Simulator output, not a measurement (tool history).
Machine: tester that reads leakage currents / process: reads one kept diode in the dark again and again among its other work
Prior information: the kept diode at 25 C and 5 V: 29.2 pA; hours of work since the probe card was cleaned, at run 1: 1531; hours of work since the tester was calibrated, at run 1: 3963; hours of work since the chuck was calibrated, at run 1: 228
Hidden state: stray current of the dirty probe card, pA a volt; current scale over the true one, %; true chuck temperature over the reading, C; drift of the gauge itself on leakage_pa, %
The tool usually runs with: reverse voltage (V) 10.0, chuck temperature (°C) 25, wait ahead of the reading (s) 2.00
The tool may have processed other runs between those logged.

| run | hour | reverse voltage (V) | chuck temperature (°C) | wait ahead of the reading (s) | hours of work since the probe card was cleaned | hours of work since the tester was calibrated | hours of work since the chuck was calibrated | current that the tester gives (pA) |
|---|---|---|---|---|---|---|---|---|
| 1 | 0.0 | 10.0 | 25 | 2.00 | 1531 | 3963 | 228 | 47.97 |
| 2 | 119.6 | 10.0 | 25 | 2.00 | 1604 | 4035 | 300 | 48.37 |
| 3 | 219.4 | 10.0 | 25 | 2.00 | 1665 | 4096 | 361 | 48.52 |
| 4 | 360.0 | 1.9 | 25 | 2.00 | 1750 | 4181 | 446 | 18.42 |
| 5 | 454.4 | 1.9 | 25 | 2.00 | 1807 | 4239 | 504 | 18.52 |
| 6 | 546.6 | 1.9 | 25 | 2.00 | 1863 | 4294 | 560 | 18.51 |
| 7 | 690.0 | 10.0 | 25 | 2.00 | 1950 | 4382 | 647 | 49.73 |
| 8 | 866.6 | 10.0 | 59 | 2.00 | 2058 | 4489 | 754 | 631.02 |
| 9 | 966.4 | 10.0 | 59 | 2.00 | 2118 | 4549 | 815 | 636.90 |
| 10 | 1062.6 | 10.0 | 59 | 1.82 | 2177 | 4608 | 873 | 634.94 |
| 11 | 1153.5 | 10.0 | 59 | 1.82 | 2232 | 4663 | 928 | 637.30 |
| 12 | 1263.5 | 10.0 | 22 | 2.00 | 2299 | 4730 | 995 | 40.58 |
| 13 | 1434.6 | 10.0 | 25 | 0.31 | 2403 | 4834 | 1099 | 57.71 |
| 14 | 1525.9 | 10.0 | 25 | 2.00 | 2458 | 4889 | 1154 | 51.81 |
| 15 | 1686.5 | 10.0 | 58 | 0.44 | 2555 | 4987 | 1252 | 611.07 |
| 16 | 1821.0 | 11.7 | 25 | 2.00 | 2637 | 5068 | 1334 | 58.01 |
| 17 | 1963.3 | 11.7 | 25 | 2.00 | 2724 | 5155 | 1420 | 58.16 |
| 18 | 2061.7 | 17.3 | 37 | 6.71 | 2783 | 5215 | 1480 | 182.85 |
| 19 | 2166.3 | 10.0 | 52 | 1.45 | 2847 | 5278 | 1543 | 405.36 |
| 20 | 2300.9 | 10.0 | 23 | 0.37 | 2929 | 5360 | 1625 | 51.43 |
| 21 | 2422.0 | 10.0 | 60 | 2.57 | 3002 | 5433 | 1699 | 711.00 |
| 22 | 2501.9 | 10.0 | 60 | 2.57 | 3051 | 5482 | 1747 | 716.07 |
|  | 2583.0 | chuck's temperature calibrated |
| 23 | 2682.9 | 2.1 | 34 | 0.65 | 3159 | 5591 | 61 | 40.62 |
|  | 2731.1 | tester calibrated |
| 24 | 2823.6 | 2.1 | 34 | 0.65 | 3244 | 56 | 145 | 40.10 |
| 25 | 2898.2 | 2.5 | 58 | 0.60 | 3289 | 101 | 190 | 258.24 |
| 26 | 3035.3 | 15.7 | 21 | 0.82 | 3372 | 185 | 273 | 51.26 |
| 27 | 3111.9 | 1.3 | 29 | 2.00 | 3419 | 231 | 320 | 20.38 |
| 28 | 3263.0 | 10.0 | 28 | 0.50 | 3510 | 323 | 412 | 66.65 |

What if the next run were any one of these 5? Each begins from the tool's condition after run 28:
| A | 3430.2 | 8.5 | 25 | 2.00 | 3612 | 425 | 513 | ? |
| B | 3430.2 | 10.0 | 28 | 2.00 | 3612 | 425 | 513 | ? |
| C | 3430.2 | 10.0 | 25 | 0.37 | 3612 | 425 | 513 | ? |
| D | 3430.2 | 2.8 | 23 | 4.37 | 3612 | 425 | 513 | ? |
| E | 3430.2 | 10.0 | 25 | 0.32 | 3612 | 425 | 513 | ? |

| run | current that the tester gives (pA) |
|---|---|
| A | 45.75 |
| B | 63.70 |
| C | 55.23 |
| D | 19.83 |
| E | 56.58 |
Without the tool's hidden state the same runs would have given:
| run | current that the tester gives (pA) |
|---|---|
| A | 40.48 |
| B | 57.12 |
| C | 49.17 |
| D | 17.88 |
| E | 50.48 |
